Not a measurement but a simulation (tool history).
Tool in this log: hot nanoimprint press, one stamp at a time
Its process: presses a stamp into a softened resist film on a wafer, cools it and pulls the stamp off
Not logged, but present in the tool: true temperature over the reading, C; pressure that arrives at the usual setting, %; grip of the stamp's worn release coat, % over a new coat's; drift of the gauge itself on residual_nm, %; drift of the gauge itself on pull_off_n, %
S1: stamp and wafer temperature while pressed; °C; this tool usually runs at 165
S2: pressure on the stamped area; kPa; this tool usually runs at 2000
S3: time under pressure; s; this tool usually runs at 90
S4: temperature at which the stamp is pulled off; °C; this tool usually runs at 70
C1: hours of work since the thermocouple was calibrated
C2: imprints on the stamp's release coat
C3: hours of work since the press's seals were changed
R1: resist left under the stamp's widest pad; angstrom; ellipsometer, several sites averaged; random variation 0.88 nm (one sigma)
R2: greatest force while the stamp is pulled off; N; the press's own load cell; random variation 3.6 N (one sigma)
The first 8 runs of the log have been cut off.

run,hour,S1,S2,S3,S4,C1,C2,C3,R1,R2
9,430.3,165,2000,90,70,447,1029,737,1206,188
# hour 464.9: plate thermocouple calibrated
10,513.6,165,2000,90,70,31,1221,788,1280,198
# hour 559.9: press's hydraulic seals changed and the load cell set to zero
11,578.5,165,2000,121,70,68,1357,12,1123,202
12,644,165,2000,90,70,110,1514,54,1243,198
13,716.1,165,2000,90,70,156,1686,100,1235,206
# hour 791.4: stamp cleaned and given a new release coat
14,791.6,165,2000,90,70,201,0,145,1215,178
15,842.5,165,2000,90,70,233,122,178,1222,176
16,922.2,177,2000,90,70,284,312,229,695,177
17,962.4,165,2000,72,70,310,409,255,1303,179
18,1036.1,165,2780,90,70,358,585,302,1004,180
19,1093,165,2780,90,70,394,721,338,996,184
20,1173.3,161,1330,75,59,446,913,390,1733,221
# hour 1208.9: plate thermocouple calibrated
21,1246.9,161,1330,75,69,24,1082,435,1854,206
22,1294.2,161,1330,75,69,55,1195,466,1832,204
23,1371.1,161,1330,75,69,104,1378,515,1854,206
24,1433.8,161,1330,75,69,144,1528,555,1841,207
25,1503.9,161,1330,53,69,189,1696,600,1950,211
26,1537.8,161,1330,53,69,211,1777,622,1962,207
# hour 1579.8: stamp cleaned and given a new release coat
27,1604.3,171,2080,69,56,250,59,661,1016,197
28,1681.2,171,2080,69,56,299,242,710,1005,197
29,1732.4,165,1370,90,63,332,365,743,1449,191
30,1771,165,1370,90,72,357,457,768,1462,175
31,1818.2,165,1370,79,67,387,570,798,1497,185

3 options for the next run, each taken on its own from the tool as it stands now. Forecast them:
# hour 1846.7: press's hydraulic seals changed and the load cell set to zero
A,1872.2,169,1370,59,67,417,680,16,?,?
# hour 1846.7: press's hydraulic seals changed and the load cell set to zero
B,1872.2,165,2030,90,70,417,680,16,?,?
# hour 1846.7: press's hydraulic seals changed and the load cell set to zero
C,1872.2,168,2000,180,70,417,680,16,?,?

run,R1,R2
A,1370,192
B,1169,180
C,794,183
With the hidden condition removed and each run's random variation left untouched, the same runs would have given:
run,R1,R2
A,1453,181
B,1252,170
C,854,173

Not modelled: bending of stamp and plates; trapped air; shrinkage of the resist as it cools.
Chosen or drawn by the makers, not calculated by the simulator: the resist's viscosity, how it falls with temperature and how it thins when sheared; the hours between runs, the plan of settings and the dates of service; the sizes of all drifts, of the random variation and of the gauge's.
